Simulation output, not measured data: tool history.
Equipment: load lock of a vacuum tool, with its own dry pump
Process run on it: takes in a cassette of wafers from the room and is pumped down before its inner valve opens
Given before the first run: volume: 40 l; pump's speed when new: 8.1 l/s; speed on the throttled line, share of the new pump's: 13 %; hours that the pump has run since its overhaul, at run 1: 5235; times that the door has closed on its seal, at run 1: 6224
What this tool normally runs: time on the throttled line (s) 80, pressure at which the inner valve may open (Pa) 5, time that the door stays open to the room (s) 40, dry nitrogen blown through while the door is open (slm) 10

| run | day | time on the throttled line (s) | pressure at which the inner valve may open (Pa) | time that the door stays open to the room (s) | dry nitrogen blown through while the door is open (slm) | hours that the pump has run since its overhaul | times that the door has closed on its seal | incoming humidity of the room's air, % | time from the closed door until the inner valve may open (s) | rise of the pressure with all valves shut (Pa/min) |
|---|---|---|---|---|---|---|---|---|---|---|
| 1 | 0 | 80 | 5 | 40 | 10 | 5235 | 6224 | 45 | 121.2 | 0.094 |
| 2 | 17.242 | 80 | 5 | 40 | 10 | 5649 | 6804 | 44.2 | 120.9 | 0.1 |
| 3 | 34.442 | 80 | 4 | 40 | 10 | 6062 | 7383 | 45.2 | 121.5 | 0.11 |
| 4 | 43.05 | 80 | 4 | 40 | 10 | 6268 | 7673 | 40.3 | 122.1 | 0.112 |
| 5 | 58.625 | 80 | 4 | 40 | 10 | 6642 | 8198 | 42.1 | 122.2 | 0.121 |
| 6 | 73.708 | 80 | 5 | 40 | 10 | 7004 | 8706 | 45.3 | 121.5 | 0.134 |
| 7 | 84.858 | 80 | 5 | 40 | 10 | 7272 | 9081 | 46.7 | 121.2 | 0.149 |
| 8 | 97.15 | 80 | 5 | 40 | 10 | 7567 | 9495 | 48.7 | 121 | 0.154 |
| 9 | 108.683 | 97 | 5 | 40 | 10 | 7843 | 9883 | 44.1 | 135.9 | 0.157 |
| 10 | 120.392 | 97 | 5 | 40 | 10 | 8125 | 10277 | 43.3 | 135.6 | 0.157 |
| 11 | 130.688 | 80 | 5 | 26 | 10 | 8372 | 10624 | 47 | 121.3 | 0.165 |
| 12 | 147.558 | 80 | 5 | 40 | 24 | 8776 | 11192 | 48.5 | 121.2 | 0.17 |
| 13 | 160.875 | 80 | 9 | 40 | 10 | 9096 | 11640 | 45.3 | 118.2 | 0.191 |
| 14 | 175.821 | 80 | 5 | 40 | 10 | 9455 | 12144 | 46.8 | 121.6 | 0.203 |
| 15 | 184.688 | 80 | 5 | 40 | 10 | 9668 | 12442 | 47.1 | 121.8 | 0.209 |
| 16 | 194.708 | 80 | 5 | 40 | 10 | 9908 | 12780 | 42.4 | 122.2 | 0.216 |
| 17 | 204.042 | 80 | 5 | 40 | 10 | 10132 | 13094 | 48.1 | 121.6 | 0.227 |
| 18 | 217.412 | 80 | 5 | 42 | 10 | 10453 | 13544 | 46.1 | 122 | 0.243 |
| 19 | 225.825 | 80 | 5 | 42 | 10 | 10655 | 13827 | 43.5 | 121.7 | 0.252 |
| 20 | 236.708 | 52 | 10 | 52 | 23 | 10916 | 14194 | 49.5 | 93.8 | 0.256 |
| 21 | 249.333 | 52 | 10 | 194 | 23 | 11219 | 14619 | 48.9 | 94.8 | 0.298 |
| 22 | 259.738 | 80 | 7 | 119 | 26 | 11469 | 14969 | 44.9 | 119.8 | 0.288 |
| 23 | 269.167 | 80 | 6 | 40 | 18 | 11695 | 15286 | 45.3 | 121.2 | 0.282 |
| 24 | 280.675 | 121 | 5 | 26 | 22 | 11971 | 15674 | 44.2 | 158.2 | 0.286 |
| 25 | 297.85 | 71 | 5 | 33 | 10 | 12384 | 16252 | 43.1 | 115.4 | 0.305 |
| 26 | 315.392 | 118 | 5 | 85 | 11 | 12804 | 16843 | 46.4 | 154.8 | 0.342 |
| 27 | 326.192 | 80 | 5 | 33 | 32 | 13064 | 17206 | 47.1 | 122.8 | 0.328 |
| 28 | 340.012 | 80 | 5 | 40 | 39 | 13395 | 17672 | 41.4 | 122.8 | 0.339 |
| 29 | 351.962 | 41 | 5 | 89 | 16 | 13682 | 18074 | 44.6 | 89.6 | 0.378 |
| 30 | 364.733 | 41 | 5 | 63 | 8 | 13989 | 18504 | 43.4 | 89.6 | 0.383 |
| 31 | 380.958 | 91 | 5 | 40 | 10 | 14378 | 19050 | 45.2 | 133.2 | 0.389 |
| 32 | 390.55 | 80 | 5 | 136 | 10 | 14608 | 19373 | 42.5 | 123.6 | 0.425 |
| 33 | 406.604 | 80 | 5 | 136 | 10 | 14994 | 19914 | 43.9 | 123.6 | 0.45 |
| 34 | 421.746 | 91 | 5 | 162 | 28 | 15357 | 20424 | 46.1 | 133.1 | 0.458 |
| 35 | 434.175 | 74 | 5 | 162 | 28 | 15655 | 20842 | 42.9 | 118.8 | 0.454 |
| 36 | 445.558 | 78 | 8 | 40 | 10 | 15929 | 21225 | 46.2 | 118.8 | 0.465 |
| 37 | 460.138 | 78 | 8 | 40 | 10 | 16278 | 21716 | 47.2 | 119.5 | 0.477 |

Run by run, hidden condition taken away, random variation retained:
Hidden conditions of the tool in this case: pump's speed, % of a new pump's; leak at the door's seal, Pa l/s; drift of the gauge itself on ready_s, %; drift of the gauge itself on rise_pa_min, %.
| run | time from the closed door until the inner valve may open (s) | rise of the pressure with all valves shut (Pa/min) |
|---|---|---|
| 1 | 119.5 | 0.025 |
| 2 | 119.1 | 0.022 |
| 3 | 119.5 | 0.022 |
| 4 | 120 | 0.019 |
| 5 | 120 | 0.02 |
| 6 | 119.3 | 0.021 |
| 7 | 119 | 0.033 |
| 8 | 118.7 | 0.029 |
| 9 | 133.6 | 0.024 |
| 10 | 133.2 | 0.016 |
| 11 | 118.8 | 0.018 |
| 12 | 118.6 | 0.011 |
| 13 | 115.7 | 0.023 |
| 14 | 118.7 | 0.022 |
| 15 | 118.9 | 0.024 |
| 16 | 119.2 | 0.02 |
| 17 | 118.6 | 0.021 |
| 18 | 118.9 | 0.028 |
| 19 | 118.5 | 0.026 |
| 20 | 90.5 | 0.02 |
| 21 | 91.3 | 0.054 |
| 22 | 116.4 | 0.039 |
| 23 | 117.8 | 0.02 |
| 24 | 155 | 0.011 |
| 25 | 111.5 | 0.021 |
| 26 | 151.3 | 0.039 |
| 27 | 118.9 | 0.014 |
| 28 | 118.7 | 0.017 |
| 29 | 84.9 | 0.039 |
| 30 | 84.8 | 0.035 |
| 31 | 129 | 0.021 |
| 32 | 119.1 | 0.046 |
| 33 | 119 | 0.052 |
| 34 | 128.5 | 0.044 |
| 35 | 113.8 | 0.033 |
| 36 | 114.3 | 0.024 |
| 37 | 114.8 | 0.029 |

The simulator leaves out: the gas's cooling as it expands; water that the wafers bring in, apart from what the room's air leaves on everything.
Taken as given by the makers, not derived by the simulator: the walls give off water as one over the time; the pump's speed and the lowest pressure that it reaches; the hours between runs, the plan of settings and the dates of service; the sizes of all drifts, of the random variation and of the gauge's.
